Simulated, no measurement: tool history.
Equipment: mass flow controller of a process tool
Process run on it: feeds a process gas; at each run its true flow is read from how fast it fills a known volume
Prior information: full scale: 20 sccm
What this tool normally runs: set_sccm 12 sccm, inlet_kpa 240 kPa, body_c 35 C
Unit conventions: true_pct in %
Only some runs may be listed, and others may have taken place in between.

run 1 hour=0 | set_sccm=12 inlet_kpa=240 body_c=35 | true_pct=98.41
run 2 hour=79.3 | set_sccm=12 inlet_kpa=240 body_c=35 | true_pct=98.45
run 3 hour=203.6 | set_sccm=12 inlet_kpa=240 body_c=35 | true_pct=98.37
run 4 hour=279.3 | set_sccm=12 inlet_kpa=240 body_c=27 | true_pct=98.83
run 5 hour=436.5 | set_sccm=12 inlet_kpa=240 body_c=35 | true_pct=98.44
run 6 hour=603.8 | set_sccm=12 inlet_kpa=240 body_c=35 | true_pct=98.31
run 7 hour=739.7 | set_sccm=12 inlet_kpa=246 body_c=35 | true_pct=98.35
run 8 hour=831.3 | set_sccm=7 inlet_kpa=246 body_c=35 | true_pct=97.58
run 9 hour=941.6 | set_sccm=17 inlet_kpa=240 body_c=35 | true_pct=99.17
run 10 hour=1029 | set_sccm=17 inlet_kpa=240 body_c=35 | true_pct=99.21
run 11 hour=1147.8 | set_sccm=17 inlet_kpa=240 body_c=35 | true_pct=99.19
run 12 hour=1234.6 | set_sccm=13 inlet_kpa=182 body_c=31 | true_pct=98.5
run 13 hour=1326.3 | set_sccm=13 inlet_kpa=182 body_c=31 | true_pct=98.48
run 14 hour=1452.3 | set_sccm=13 inlet_kpa=182 body_c=31 | true_pct=98.39
run 15 hour=1601.5 | set_sccm=13 inlet_kpa=182 body_c=31 | true_pct=98.46
run 16 hour=1770.7 | set_sccm=3 inlet_kpa=215 body_c=22 | true_pct=97.43
run 17 hour=1919.2 | set_sccm=10 inlet_kpa=224 body_c=35 | true_pct=97.9
run 18 hour=2019.1 | set_sccm=10 inlet_kpa=224 body_c=35 | true_pct=97.95
run 19 hour=2126.6 | set_sccm=4 inlet_kpa=224 body_c=33 | true_pct=96.9
run 20 hour=2216.5 | set_sccm=4 inlet_kpa=224 body_c=33 | true_pct=96.89
run 21 hour=2330.2 | set_sccm=4 inlet_kpa=209 body_c=31 | true_pct=97.14
run 22 hour=2450.6 | set_sccm=14 inlet_kpa=146 body_c=36 | true_pct=98.12

Here are 4 independent what-if runs from the current tool condition. What would each one return?
run A hour=2571 | set_sccm=12 inlet_kpa=240 body_c=22 | true_pct=?
run B hour=2571 | set_sccm=12 inlet_kpa=185 body_c=27 | true_pct=?
run C hour=2571 | set_sccm=3 inlet_kpa=197 body_c=30 | true_pct=?
run D hour=2571 | set_sccm=12 inlet_kpa=240 body_c=27 | true_pct=?

run=A true_pct=99.1
run=B true_pct=98.51
run=C true_pct=96.95
run=D true_pct=98.89
The same runs, with their run-to-run variation unchanged, on a tool lacking any hidden condition would have given:
run=A true_pct=99.1
run=B true_pct=98.51
run=C true_pct=96.97
run=D true_pct=98.89
